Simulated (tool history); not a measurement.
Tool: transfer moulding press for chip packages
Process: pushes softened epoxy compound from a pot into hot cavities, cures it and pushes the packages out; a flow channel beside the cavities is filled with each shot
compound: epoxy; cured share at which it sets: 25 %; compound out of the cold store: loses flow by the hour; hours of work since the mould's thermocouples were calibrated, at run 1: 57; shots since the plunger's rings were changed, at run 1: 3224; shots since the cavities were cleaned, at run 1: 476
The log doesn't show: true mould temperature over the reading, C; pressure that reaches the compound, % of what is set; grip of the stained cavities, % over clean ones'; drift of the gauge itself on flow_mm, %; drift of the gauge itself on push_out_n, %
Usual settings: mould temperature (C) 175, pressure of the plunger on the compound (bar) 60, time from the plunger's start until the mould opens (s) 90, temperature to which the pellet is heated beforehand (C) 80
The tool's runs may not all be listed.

run   hour  mould temperature (C)  pressure of the plunger on the compound (bar)  time from the plunger's start until the mould opens (s)  temperature to which the pellet is heated beforehand (C)  hours of work since the mould's thermocouples were calibrated  shots since the plunger's rings were changed  shots since the cavities were cleaned  incoming compound's hours out of the cold store  length that the compound runs in the flow channel (mm)  greatest force on the pins that push the packages out (N)
  1      0                    175                                             60                                                       90                                                        80                                                             57                                          3224                                    476                                             43.7                                                     420                                                        781
       5.1  -- cavities cleaned with cleaning compound and waxed
  2   19.4                    175                                             60                                                       90                                                        80                                                             68                                          3432                                    166                                             11.1                                                     522                                                       1124
  3     31                    175                                             60                                                       90                                                        80                                                             75                                          3567                                    301                                               44                                                     409                                                       1040
  4   44.7                    180                                             60                                                       90                                                        80                                                             84                                          3726                                    460                                              9.7                                                     507                                                        874
      50.2  -- cavities cleaned with cleaning compound and waxed
  5   63.9                    180                                             60                                                       90                                                        80                                                             95                                          3932                                    159                                             17.6                                                     483                                                        506
  6   78.4                    175                                             53                                                       90                                                        80                                                            104                                          4101                                    328                                             23.1                                                     444                                                        769
  7   91.5                    175                                             53                                                       90                                                        80                                                            113                                          4253                                    480                                              8.1                                                     496                                                        896
      95.5  -- cavities cleaned with cleaning compound and waxed, once more
  8  104.6                    175                                             60                                                       90                                                        80                                                            120                                          4388                                    107                                             25.6                                                     464                                                        606
  9  114.7                    175                                             60                                                       90                                                        80                                                            126                                          4505                                    224                                              8.5                                                     525                                                        732
 10  130.1                    175                                             60                                                       90                                                        80                                                            136                                          4684                                    403                                             28.1                                                     455                                                        754
       141  -- cavities cleaned with cleaning compound and waxed
 11    150                    175                                             60                                                       90                                                        80                                                            148                                          4898                                    106                                             13.3                                                     483                                                        645
     164.7  -- plunger's sealing rings changed
 12  171.8                    180                                           71.7                                                      126                                                        70                                                            160                                            83                                    330                                               17                                                     561                                                        542
 13    180                    173                                           59.4                                                       90                                                        80                                                            165                                           178                                    425                                             14.8                                                     534                                                        992
       189  -- cavities cleaned with cleaning compound and waxed
 14  198.6                    173                                           59.4                                                       90                                                        80                                                            176                                           377                                    112                                             43.1                                                     450                                                        645
 15    215                    168                                           57.9                                                       90                                                        80                                                            186                                           567                                    302                                             32.7                                                     490                                                       1222
 16  225.6                    173                                           57.9                                                       90                                                        80                                                            193                                           691                                    426                                             27.4                                                     481                                                        910
       234  -- cavities cleaned with cleaning compound and waxed
 17  236.3                    183                                           46.8                                                       75                                                        88                                                            199                                           797                                     26                                             20.2                                                     436                                                        482
 18  251.2                    183                                           46.8                                                       75                                                        88                                                            208                                           970                                    199                                             38.7                                                     387                                                        555
 19  265.3                    183                                           46.8                                                       75                                                        88                                                            217                                          1135                                    364                                             39.1                                                     385                                                        651

The next listed run, before its measurement:
 20  276.8                    183                                           46.8                                                       75                                                        88                                                            224                                          1269                                    498                                              9.6                                                       ?                                                          ?

Run 20 gave length that the compound runs in the flow channel (mm) 467, greatest force on the pins that push the packages out (N) 734.
Without the tool's hidden state the same run would have given length that the compound runs in the flow channel (mm) 478, greatest force on the pins that push the packages out (N) 453.

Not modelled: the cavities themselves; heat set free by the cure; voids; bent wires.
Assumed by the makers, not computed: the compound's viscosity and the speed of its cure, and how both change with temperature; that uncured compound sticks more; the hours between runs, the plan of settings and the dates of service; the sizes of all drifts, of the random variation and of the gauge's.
